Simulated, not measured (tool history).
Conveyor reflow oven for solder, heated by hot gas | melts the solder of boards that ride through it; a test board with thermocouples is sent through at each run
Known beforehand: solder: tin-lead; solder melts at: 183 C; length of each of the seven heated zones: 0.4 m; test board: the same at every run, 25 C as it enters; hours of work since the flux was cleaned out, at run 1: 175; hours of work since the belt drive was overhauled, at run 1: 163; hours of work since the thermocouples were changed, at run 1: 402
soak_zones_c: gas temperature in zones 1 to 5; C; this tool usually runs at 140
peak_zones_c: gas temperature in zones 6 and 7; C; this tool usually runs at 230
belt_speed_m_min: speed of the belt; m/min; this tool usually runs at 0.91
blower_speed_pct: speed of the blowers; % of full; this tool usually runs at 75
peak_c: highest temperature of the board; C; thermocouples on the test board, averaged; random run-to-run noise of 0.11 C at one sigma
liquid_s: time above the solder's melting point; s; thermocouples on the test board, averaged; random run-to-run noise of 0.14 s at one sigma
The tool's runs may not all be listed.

run   hour  soak_zones_c  peak_zones_c  belt_speed_m_min  blower_speed_pct  hours of work since the flux was cleaned out  hours of work since the belt drive was overhauled  hours of work since the thermocouples were changed  peak_c  liquid_s
  1      0           140           230              0.91                75                                           175                                                163                                                 402     214      38.2
  2    9.4           140           230              1.08                75                                           179                                                167                                                 406   207.8      27.7
  3   18.3           145           230              0.91                75                                           183                                                171                                                 409   214.5      40.2
  4   23.7           145           221              0.91                75                                           185                                                173                                                 411     207      34.9
  5   32.8           145           221              0.91                75                                           189                                                177                                                 415   207.3      35.1
  6   40.8           140           230              0.91                62                                           192                                                180                                                 418   211.1        36
  7   49.7           140           230              0.91                62                                           196                                                183                                                 422   211.2        36
  8     58           140           230              0.91                62                                           199                                                187                                                 425   211.1      36.1
  9   66.5           140           230              0.91                62                                           202                                                190                                                 429   211.2      36.1
 10   75.9           140           230              0.91                62                                           206                                                194                                                 433   211.2      35.8
 11   81.8           140           230              0.91                62                                           209                                                196                                                 435   211.3      36.1
 12   88.6           140           230              0.91                62                                           211                                                199                                                 438     211      36.1
 13   96.4           140           230              0.91                62                                           215                                                202                                                 441   211.3      35.8
 14    102           140           230              0.91                62                                           217                                                205                                                 443   211.2      35.8
 15  107.3           140           230              0.91                62                                           219                                                207                                                 445   211.3      35.8
 16  115.7           140           230              0.73                69                                           222                                                210                                                 449   219.4      51.8
 17  126.6           138           236             0.857                76                                           227                                                215                                                 453   220.7      43.9
 18    132           132           229             0.857                74                                           229                                                217                                                 455   213.1      38.1
 19  142.6           139           230             0.804                65                                           233                                                221                                                 460   215.4      44.1
 20  148.6           134           242              0.91                75                                           236                                                223                                                 462   222.7      41.3
 21  153.6           134           242              0.91                75                                           238                                                225                                                 464   222.7      41.1
 22  159.5           140           230              0.91                58                                           240                                                228                                                 466     210      35.3
 23  168.5           140           242             1.062                75                                           244                                                232                                                 470   217.9      34.1
 24  174.6           150           234             0.923                70                                           246                                                234                                                 473   217.7      42.5
 25  181.3           150           234             0.923                70                                           249                                                237                                                 475   218.1      42.5
 26  187.3           135           227             0.871                88                                           251                                                239                                                 478   213.3      38.9
 27  197.1           135           227             0.871                88                                           255                                                243                                                 482   213.6      38.9
 28    207           140           226             0.864                75                                           259                                                247                                                 486   211.7      39.1
 29  213.9           140           233              0.91                60                                           262                                                250                                                 488   213.1      37.2
 30  223.2           140           233              0.97                60                                           266                                                254                                                 492   210.6      32.9

Here are 5 independent what-if runs from the current tool condition. What would each one return?
  A  233.2           140           222              0.97                60                                           270                                                258                                                 496       ?         ?
  B  233.2           144           233             0.882                54                                           270                                                258                                                 496       ?         ?
  C  233.2           140           223              0.97                60                                           270                                                258                                                 496       ?         ?
  D  233.2           149           228              0.97                59                                           270                                                258                                                 496       ?         ?
  E  233.2           140           233             0.893                60                                           270                                                258                                                 496       ?         ?

run  peak_c  liquid_s
  A   201.9      26.3
  B   213.6      39.8
  C   202.7        27
  D   208.7      34.1
  E   213.9      38.2
Stripped of hidden state, with their random variation kept, the same runs would have yielded:
run  peak_c  liquid_s
  A     202      26.5
  B   213.6      39.7
  C   202.8      27.2
  D   208.8      34.2
  E     214      38.2
